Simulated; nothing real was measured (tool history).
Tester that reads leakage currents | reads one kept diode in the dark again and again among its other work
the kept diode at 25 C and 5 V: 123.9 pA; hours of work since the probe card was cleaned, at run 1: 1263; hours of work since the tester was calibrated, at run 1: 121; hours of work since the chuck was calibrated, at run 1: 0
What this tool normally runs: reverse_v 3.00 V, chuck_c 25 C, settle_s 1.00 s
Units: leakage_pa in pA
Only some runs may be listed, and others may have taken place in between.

| run | day | reverse_v | chuck_c | settle_s | hours of work since the probe card was cleaned | hours of work since the tester was calibrated | hours of work since the chuck was calibrated | leakage_pa |
|---|---|---|---|---|---|---|---|---|
| 1 | 0.000 | 3.00 | 25 | 1.00 | 1263 | 121 | 0 | 104.03 |
| 2 | 0.883 | 3.00 | 25 | 1.00 | 1274 | 133 | 11 | 104.25 |
| 3 | 2.150 | 3.00 | 25 | 1.00 | 1290 | 149 | 27 | 103.63 |
| 4 | 3.304 | 3.00 | 25 | 1.00 | 1305 | 163 | 42 | 103.78 |
| 5 | 3.908 | 3.00 | 25 | 1.00 | 1312 | 171 | 50 | 103.17 |
| 6 | 4.942 | 3.00 | 25 | 1.00 | 1326 | 184 | 63 | 103.38 |
| 7 | 5.808 | 18.16 | 37 | 0.39 | 1337 | 195 | 74 | 673.22 |
| 8 | 6.912 | 18.16 | 37 | 0.39 | 1351 | 209 | 88 | 669.74 |
| 9 | 8.075 | 8.28 | 47 | 0.86 | 1366 | 224 | 103 | 1039.96 |
| 10 | 9.008 | 8.28 | 47 | 0.86 | 1377 | 236 | 115 | 1033.47 |
| 11 | 10.283 | 1.05 | 23 | 1.83 | 1394 | 252 | 131 | 53.21 |

4 ways to go on from here, each from the tool as it stands after run 11. What would each give?
| A | 10.912 | 14.60 | 26 | 1.45 | 1402 | 260 | 139 | ? |
| B | 10.912 | 14.03 | 23 | 1.83 | 1402 | 260 | 139 | ? |
| C | 10.912 | 8.85 | 40 | 1.83 | 1402 | 260 | 139 | ? |
| D | 10.912 | 3.00 | 28 | 1.00 | 1402 | 260 | 139 | ? |

| run | leakage_pa |
|---|---|
| A | 234.92 |
| B | 178.08 |
| C | 607.50 |
| D | 134.40 |
With no hidden state in the tool, these same runs would have given:
| run | leakage_pa |
|---|---|
| A | 220.73 |
| B | 164.52 |
| C | 598.00 |
| D | 131.33 |
